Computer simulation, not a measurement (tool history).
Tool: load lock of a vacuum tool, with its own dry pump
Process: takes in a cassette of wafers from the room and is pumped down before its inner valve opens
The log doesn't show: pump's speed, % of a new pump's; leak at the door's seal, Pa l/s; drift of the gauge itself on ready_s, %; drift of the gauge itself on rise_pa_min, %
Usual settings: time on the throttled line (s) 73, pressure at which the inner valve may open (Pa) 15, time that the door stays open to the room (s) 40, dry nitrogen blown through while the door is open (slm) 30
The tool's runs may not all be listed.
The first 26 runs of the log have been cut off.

| run | hour | time on the throttled line (s) | pressure at which the inner valve may open (Pa) | time that the door stays open to the room (s) | dry nitrogen blown through while the door is open (slm) | hours that the pump has run since its overhaul | times that the door has closed on its seal | incoming humidity of the room's air, % | time from the closed door until the inner valve may open (s) | rise of the pressure with all valves shut (Pa/min) |
|---|---|---|---|---|---|---|---|---|---|---|
| 27 | 9263.5 | 73 | 15 | 90 | 37 | 10138 | 23029 | 43.9 | 140.8 | 0.126 |
| 28 | 9484.4 | 73 | 11 | 40 | 30 | 10359 | 23622 | 40.1 | 143.7 | 0.136 |
| 29 | 9890.1 | 73 | 11 | 226 | 9 | 10765 | 24712 | 42.4 | 144.4 | 0.214 |
| 30 | 10222.7 | 97 | 15 | 198 | 12 | 11097 | 25606 | 45.2 | 157.6 | 0.208 |
| 31 | 10460.8 | 52 | 28 | 32 | 44 | 11335 | 26246 | 44 | 119.7 | 0.153 |
|  | 10705.1 | door's seal changed, seat wiped |
| 32 | 10941.7 | 73 | 25 | 40 | 30 | 11815 | 636 | 46.6 | 135.1 | 0.013 |
| 33 | 11207.9 | 73 | 14 | 40 | 19 | 12081 | 1351 | 40.4 | 143.3 | 0.018 |
| 34 | 11650.3 | 111 | 14 | 40 | 19 | 12523 | 2539 | 48.3 | 169 | 0.024 |
| 35 | 11922.8 | 111 | 14 | 40 | 19 | 12796 | 3272 | 43.2 | 172.2 | 0.021 |
| 36 | 12368.3 | 111 | 14 | 40 | 19 | 13241 | 4469 | 45.2 | 170.3 | 0.027 |

Below are 5 alternative next runs, each starting from the tool's condition after run 36. Predict each:
| A | 12619.9 | 105 | 15 | 126 | 30 | 13493 | 5144 | 45.4 | ? | ? |
| B | 12619.9 | 73 | 15 | 219 | 30 | 13493 | 5144 | 43.6 | ? | ? |
| C | 12619.9 | 111 | 29 | 40 | 30 | 13493 | 5144 | 45.5 | ? | ? |
| D | 12619.9 | 62 | 14 | 40 | 6 | 13493 | 5144 | 45.9 | ? | ? |
| E | 12619.9 | 112 | 16 | 40 | 6 | 13493 | 5144 | 43.2 | ? | ? |

| run | time from the closed door until the inner valve may open (s) | rise of the pressure with all valves shut (Pa/min) |
|---|---|---|
| A | 164.4 | 0.039 |
| B | 142 | 0.05 |
| C | 163 | 0.025 |
| D | 134.8 | 0.05 |
| E | 170 | 0.038 |
Without the tool's hidden state the same runs would have given:
| run | time from the closed door until the inner valve may open (s) | rise of the pressure with all valves shut (Pa/min) |
|---|---|---|
| A | 157.8 | 0.026 |
| B | 134.4 | 0.037 |
| C | 157.3 | 0.012 |
| D | 126.6 | 0.037 |
| E | 163.6 | 0.025 |
